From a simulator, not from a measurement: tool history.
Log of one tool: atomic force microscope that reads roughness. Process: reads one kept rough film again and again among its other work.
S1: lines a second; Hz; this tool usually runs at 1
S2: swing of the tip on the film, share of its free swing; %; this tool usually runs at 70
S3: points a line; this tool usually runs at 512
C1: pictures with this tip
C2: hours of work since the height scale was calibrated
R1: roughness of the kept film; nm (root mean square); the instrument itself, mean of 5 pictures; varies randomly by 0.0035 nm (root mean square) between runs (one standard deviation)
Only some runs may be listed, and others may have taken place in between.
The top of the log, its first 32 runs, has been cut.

At hour 1461.7: new tip fitted.
Run 33, hour 1475.5: usual settings but S1 1.82 Hz; C1 10; C2 107. Result: R1 0.91 nm (root mean square).
Run 34, hour 1541.2: usual settings but S1 1.82 Hz; C1 58; C2 138. Result: R1 0.894 nm (root mean square).
At hour 1586.1: new tip fitted.
Run 35, hour 1614.4: usual settings but S1 1.47 Hz, S2 72 %, S3 475; C1 20; C2 171. Result: R1 0.907 nm (root mean square).
Run 36, hour 1666.3: usual settings but S1 0.83 Hz, S2 72 %, S3 327; C1 58; C2 195. Result: R1 0.917 nm (root mean square).
Run 37, hour 1703.5: usual settings but S3 324; C1 85; C2 212. Result: R1 0.911 nm (root mean square).
At hour 1714.2: new tip fitted.
Run 38, hour 1737.6: usual settings but S3 324; C1 17; C2 228. Result: R1 0.923 nm (root mean square).
Run 39, hour 1791.9: usual settings but S1 0.51 Hz, S2 67 %, S3 324; C1 56; C2 253. Result: R1 0.927 nm (root mean square).
At hour 1839.4: new tip fitted.
Run 40, hour 1846.9: usual settings but S1 1.2 Hz, S2 72 %, S3 407; C1 6; C2 278. Result: R1 0.921 nm (root mean square).
Run 41, hour 1909.1: usual settings but S2 56 %, S3 293; C1 51; C2 307. Result: R1 0.925 nm (root mean square).
At hour 1968.3: new tip fitted.
Run 42, hour 1978.8: usual settings but S2 56 %, S3 293; C1 8; C2 339. Result: R1 0.943 nm (root mean square).
Run 43, hour 2015.8: usual settings but S2 56 %, S3 293; C1 35; C2 356. Result: R1 0.93 nm (root mean square).
Run 44, hour 2071.7: usual settings but S2 56 %, S3 293; C1 75; C2 382. Result: R1 0.92 nm (root mean square).
At hour 2094.4: new tip fitted.
Run 45, hour 2122.4: usual settings but S1 1.47 Hz, S2 74 %, S3 436; C1 21; C2 405. Result: R1 0.905 nm (root mean square).
Run 46, hour 2154.3: usual settings but S1 1.47 Hz, S2 74 %, S3 436; C1 44; C2 420. Result: R1 0.895 nm (root mean square).
At hour 2217.9: new tip fitted.
Run 47, hour 2217.9: usual settings but S2 83 %; C1 0; C2 449. Result: R1 0.916 nm (root mean square).
Run 48, hour 2289.5: usual settings but S1 2.05 Hz, S2 63 %; C1 52; C2 482. Result: R1 0.908 nm (root mean square).
At hour 2342.3: new tip fitted.
Run 49, hour 2342.3: usual settings but S1 2.05 Hz, S2 63 %; C1 0; C2 506. Result: R1 0.93 nm (root mean square).

Alternative continuations, all from the tool just after run 49; predict every row:
Run A, hour 2397.9: usual settings but S1 0.75 Hz, S2 72 %, S3 498; C1 40; C2 532. Result: R1 ?.
Run B, hour 2397.9: usual settings but S1 2.05 Hz, S2 72 %; C1 40; C2 532. Result: R1 ?.
Run C, hour 2397.9: usual settings but S1 2.43 Hz, S2 63 %; C1 40; C2 532. Result: R1 ?.
Run D, hour 2397.9: usual settings but S1 1.83 Hz, S2 63 %, S3 631; C1 40; C2 532. Result: R1 ?.
Run E, hour 2397.9: usual settings but S2 82 %; C1 40; C2 532. Result: R1 ?.

run     R1
  A   0.92
  B  0.899
  C  0.909
  D  0.916
  E  0.904
Without the tool's unlogged condition, the same runs would have read:
run     R1
  A  0.926
  B  0.905
  C  0.916
  D  0.922
  E   0.91
